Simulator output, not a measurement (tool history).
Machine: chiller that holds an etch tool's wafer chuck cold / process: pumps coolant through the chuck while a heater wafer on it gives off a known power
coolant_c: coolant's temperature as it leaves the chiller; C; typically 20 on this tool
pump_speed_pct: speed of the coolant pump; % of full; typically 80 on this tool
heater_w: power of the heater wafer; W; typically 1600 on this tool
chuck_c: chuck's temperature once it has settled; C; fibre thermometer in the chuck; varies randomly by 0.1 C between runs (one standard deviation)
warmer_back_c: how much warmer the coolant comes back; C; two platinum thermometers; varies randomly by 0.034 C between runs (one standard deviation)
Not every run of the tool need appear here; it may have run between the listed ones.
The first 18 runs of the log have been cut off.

| run | hour | coolant_c | pump_speed_pct | heater_w | hours since the coolant was changed and the channels were flushed | hours since the pump was overhauled | hours since the chiller's thermometer was calibrated | chuck_c | warmer_back_c |
|---|---|---|---|---|---|---|---|---|---|
| 19 | 1548 | 15 | 86 | 1600 | 3763 | 3588 | 2002 | 27.3 | 4.67 |
| 20 | 1614 | 15 | 86 | 2260 | 3829 | 3654 | 2068 | 32.2 | 6.68 |
| 21 | 1726.5 | 11 | 74 | 1260 | 3942 | 3767 | 2181 | 22 | 4.32 |
| 22 | 1855.3 | 10 | 74 | 1260 | 4070 | 3896 | 2309 | 21 | 4.28 |
| 23 | 1978.5 | 22 | 80 | 1600 | 4194 | 4019 | 2433 | 35 | 5.04 |
| 24 | 2103.1 | 20 | 81 | 1145 | 4318 | 4144 | 2557 | 29.2 | 3.47 |
| 25 | 2198.3 | 20 | 81 | 1145 | 4413 | 4239 | 2652 | 29.4 | 3.53 |
| 26 | 2269.2 | 20 | 81 | 1145 | 4484 | 4310 | 2723 | 29.1 | 3.53 |
| 27 | 2352.7 | 14 | 91 | 1096 | 4568 | 4393 | 2807 | 22.3 | 2.94 |
| 28 | 2442.7 | 12 | 69 | 1832 | 4658 | 4483 | 2897 | 28.9 | 6.79 |
| 29 | 2569.1 | 12 | 86 | 2023 | 4784 | 4610 | 3023 | 27.6 | 5.87 |
| 30 | 2680.7 | 12 | 86 | 2023 | 4896 | 4721 | 3135 | 27.7 | 5.82 |
| 31 | 2764.1 | 20 | 68 | 1019 | 4979 | 4804 | 3218 | 29.4 | 3.79 |

Branching from run 31: 5 alternative next runs. What would each branch give?
| A | 2829.8 | 11 | 68 | 1019 | 5045 | 4870 | 3284 | ? | ? |
| B | 2829.8 | 20 | 80 | 1314 | 5045 | 4870 | 3284 | ? | ? |
| C | 2829.8 | 20 | 84 | 1576 | 5045 | 4870 | 3284 | ? | ? |
| D | 2829.8 | 27 | 99 | 964 | 5045 | 4870 | 3284 | ? | ? |
| E | 2829.8 | 12 | 69 | 2108 | 5045 | 4870 | 3284 | ? | ? |

| run | chuck_c | warmer_back_c |
|---|---|---|
| A | 20.5 | 3.74 |
| B | 30.7 | 4.04 |
| C | 32.5 | 4.69 |
| D | 33.9 | 2.35 |
| E | 31.6 | 7.78 |
Stripped of hidden state, with their random variation kept, the same runs would have yielded:
| run | chuck_c | warmer_back_c |
|---|---|---|
| A | 20.4 | 3.89 |
| B | 30.7 | 4.19 |
| C | 32.5 | 4.85 |
| D | 33.9 | 2.51 |
| E | 31.5 | 7.93 |
